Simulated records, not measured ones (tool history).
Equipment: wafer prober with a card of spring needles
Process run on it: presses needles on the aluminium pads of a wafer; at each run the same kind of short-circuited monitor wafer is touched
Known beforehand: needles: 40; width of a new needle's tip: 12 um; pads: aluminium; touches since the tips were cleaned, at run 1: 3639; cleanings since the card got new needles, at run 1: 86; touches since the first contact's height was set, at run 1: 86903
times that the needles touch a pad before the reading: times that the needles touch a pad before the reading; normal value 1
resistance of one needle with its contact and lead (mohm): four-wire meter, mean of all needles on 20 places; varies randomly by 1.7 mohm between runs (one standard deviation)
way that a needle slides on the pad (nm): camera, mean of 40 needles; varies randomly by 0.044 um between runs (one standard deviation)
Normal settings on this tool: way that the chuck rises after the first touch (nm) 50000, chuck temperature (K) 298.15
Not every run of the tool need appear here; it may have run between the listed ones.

| run | hour | way that the chuck rises after the first touch (nm) | chuck temperature (K) | times that the needles touch a pad before the reading | touches since the tips were cleaned | cleanings since the card got new needles | touches since the first contact's height was set | resistance of one needle with its contact and lead (mohm) | way that a needle slides on the pad (nm) |
|---|---|---|---|---|---|---|---|---|---|
| 1 | 0.0 | 50000 | 298.15 | 1 | 3639 | 86 | 86903 | 227 | 10960 |
|  | 5.3 | tips cleaned on abrasive film |
|  | 29.6 | tips cleaned on abrasive film |
| 2 | 44.5 | 50000 | 298.15 | 1 | 3011 | 88 | 95824 | 218 | 10910 |
|  | 52.9 | tips cleaned on abrasive film |
|  | 74.8 | tips cleaned on abrasive film |
|  | 98.2 | tips cleaned on abrasive film |
| 3 | 105.8 | 50000 | 298.15 | 1 | 1527 | 91 | 108097 | 202 | 10710 |
|  | 120.1 | tips cleaned on abrasive film |
| 4 | 132.1 | 50000 | 298.15 | 1 | 2415 | 92 | 113377 | 217 | 10880 |
|  | 141.0 | tips cleaned on abrasive film |
|  | 166.7 | tips cleaned on abrasive film |
| 5 | 183.7 | 50000 | 298.15 | 1 | 3416 | 94 | 123725 | 221 | 10830 |
|  | 192.2 | tips cleaned on abrasive film |
|  | 213.4 | tips cleaned on abrasive film |
| 6 | 226.5 | 50000 | 298.15 | 2 | 2652 | 96 | 132304 | 203 | 10720 |
|  | 236.7 | tips cleaned on abrasive film |
|  | 259.0 | tips cleaned on abrasive film |
|  | 281.1 | tips cleaned on abrasive film |
| 7 | 290.3 | 50000 | 298.15 | 2 | 1861 | 99 | 145085 | 200 | 10730 |
|  | 305.5 | tips cleaned on abrasive film |
|  | 326.5 | tips cleaned on abrasive film |
| 8 | 341.5 | 50000 | 322.15 | 1 | 3029 | 101 | 155358 | 225 | 10660 |
|  | 349.2 | tips cleaned on abrasive film |
|  | 373.5 | tips cleaned on abrasive film |
| 9 | 389.2 | 50000 | 322.15 | 1 | 3167 | 103 | 164917 | 229 | 10630 |
|  | 394.5 | tips cleaned on abrasive film |
|  | 418.5 | tips cleaned on abrasive film |
|  | 418.8 | height of the first contact set anew |
|  | 441.5 | tips cleaned on abrasive film |
| 10 | 450.8 | 50000 | 377.15 | 1 | 1888 | 106 | 6424 | 226 | 11300 |
|  | 463.6 | tips cleaned on abrasive film |
|  | 489.1 | tips cleaned on abrasive film |
| 11 | 504.7 | 50000 | 377.15 | 2 | 3133 | 108 | 17222 | 221 | 11300 |
|  | 511.9 | tips cleaned on abrasive film |
|  | 536.3 | tips cleaned on abrasive film |
| 12 | 542.0 | 46000 | 322.15 | 1 | 1140 | 110 | 24690 | 209 | 10250 |
|  | 559.7 | tips cleaned on abrasive film |
| 13 | 576.6 | 39000 | 330.15 | 1 | 3389 | 111 | 31636 | 263 | 8700 |
|  | 580.7 | tips cleaned on abrasive film |
|  | 603.9 | tips cleaned on abrasive film |
|  | 625.1 | tips cleaned on abrasive film |
| 14 | 639.8 | 31000 | 301.15 | 1 | 2953 | 114 | 44297 | 290 | 6740 |
|  | 649.5 | tips cleaned on abrasive film |
| 15 | 669.5 | 33000 | 324.15 | 1 | 4029 | 115 | 50259 | 306 | 7260 |
|  | 673.5 | tips cleaned on abrasive film |
|  | 698.6 | tips cleaned on abrasive film |
|  | 720.5 | tips cleaned on abrasive film |
| 16 | 720.5 | 33000 | 324.15 | 1 | 0 | 118 | 60461 | 202 | 7140 |
|  | 743.8 | tips cleaned on abrasive film |
| 17 | 752.3 | 63000 | 323.15 | 1 | 1701 | 119 | 66841 | 200 | 13850 |
|  | 765.3 | tips cleaned on abrasive film |
|  | 786.9 | tips cleaned on abrasive film |
| 18 | 788.1 | 50000 | 298.15 | 2 | 241 | 121 | 74015 | 188 | 10930 |
|  | 810.7 | tips cleaned on abrasive film |
| 19 | 814.4 | 64000 | 298.15 | 1 | 751 | 122 | 79288 | 183 | 14090 |
|  | 835.5 | tips cleaned on abrasive film |
|  | 859.0 | tips cleaned on abrasive film |
| 20 | 859.0 | 48000 | 314.15 | 2 | 0 | 124 | 88229 | 188 | 10430 |
|  | 881.6 | tips cleaned on abrasive film |
| 21 | 898.9 | 48000 | 314.15 | 2 | 3478 | 125 | 96247 | 215 | 10420 |
|  | 903.5 | tips cleaned on abrasive film |
|  | 929.5 | tips cleaned on abrasive film |
| 22 | 948.4 | 53000 | 337.15 | 3 | 3802 | 127 | 106159 | 203 | 11410 |

Consider 3 possible next runs. They are alternatives, not a sequence: every one starts from the tool as it was left by run 22. What does each give?
|  | 952.3 | tips cleaned on abrasive film |
|  | 975.8 | tips cleaned on abrasive film |
| A | 982.4 | 55000 | 393.15 | 3 | 1325 | 129 | 112961 | ? | ? |
|  | 952.3 | tips cleaned on abrasive film |
|  | 975.8 | tips cleaned on abrasive film |
| B | 982.4 | 66000 | 298.15 | 3 | 1325 | 129 | 112961 | ? | ? |
|  | 952.3 | tips cleaned on abrasive film |
|  | 975.8 | tips cleaned on abrasive film |
| C | 982.4 | 50000 | 393.15 | 1 | 1325 | 129 | 112961 | ? | ? |

| run | resistance of one needle with its contact and lead (mohm) | way that a needle slides on the pad (nm) |
|---|---|---|
| A | 208 | 11900 |
| B | 182 | 14310 |
| C | 227 | 10770 |
Without the tool's hidden state the same runs would have given:
| run | resistance of one needle with its contact and lead (mohm) | way that a needle slides on the pad (nm) |
|---|---|---|
| A | 196 | 12400 |
| B | 174 | 14810 |
| C | 198 | 11270 |
